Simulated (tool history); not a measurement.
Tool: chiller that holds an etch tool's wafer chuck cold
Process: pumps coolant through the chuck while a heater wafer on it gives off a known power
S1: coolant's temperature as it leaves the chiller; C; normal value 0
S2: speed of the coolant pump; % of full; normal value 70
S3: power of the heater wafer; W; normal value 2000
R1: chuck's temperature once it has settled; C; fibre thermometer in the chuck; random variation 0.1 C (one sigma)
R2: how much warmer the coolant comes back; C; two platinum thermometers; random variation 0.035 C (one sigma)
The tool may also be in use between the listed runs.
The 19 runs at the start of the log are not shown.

run    hour  S1  S2    S3    R1    R2
 20  1211.6   0  93  1504  17.7  3.51
 21  1262.6  -4  99  1282  10.5  2.82
 22  1331.9  -9  70  1939  17.6  5.96
 23  1416.7   0  78  1005  12.8  2.84
 24  1488.1  -2  89  2000  22.4  4.84
 25  1547.2   1  86  1558  20.4  3.91
 26  1624.4   5  75  1359    23  3.89
 27  1693.7  10  69  1347  28.8  4.24
 28    1770   0  63  2000  29.8  6.94
 29  1839.8   0  63  2000  29.8  6.95
 30  1918.2   0  63  2000  30.1  6.95
 31  1972.6   0  63  2000  29.9  6.91
 32    2039   0  92  1145  13.8  2.76
     2065.2  -- coolant changed, channels flushed
 33  2093.3   0  92  1145  11.4  2.71

Below are 3 alternative next runs, each starting from the tool's condition after run 33. Predict each:
  A  2166.8  -4  83  1667   ?   ?
  B  2166.8   7  62  1128   ?   ?
  C  2166.8   0  70  2113   ?   ?

run    R1    R2
  A  13.6  4.36
  B  21.1  4.03
  C    25  6.63
Had the tool no hidden state, the same runs would have come out as:
run    R1    R2
  A  13.1  3.96
  B  20.8  3.66
  C  24.1  6.02
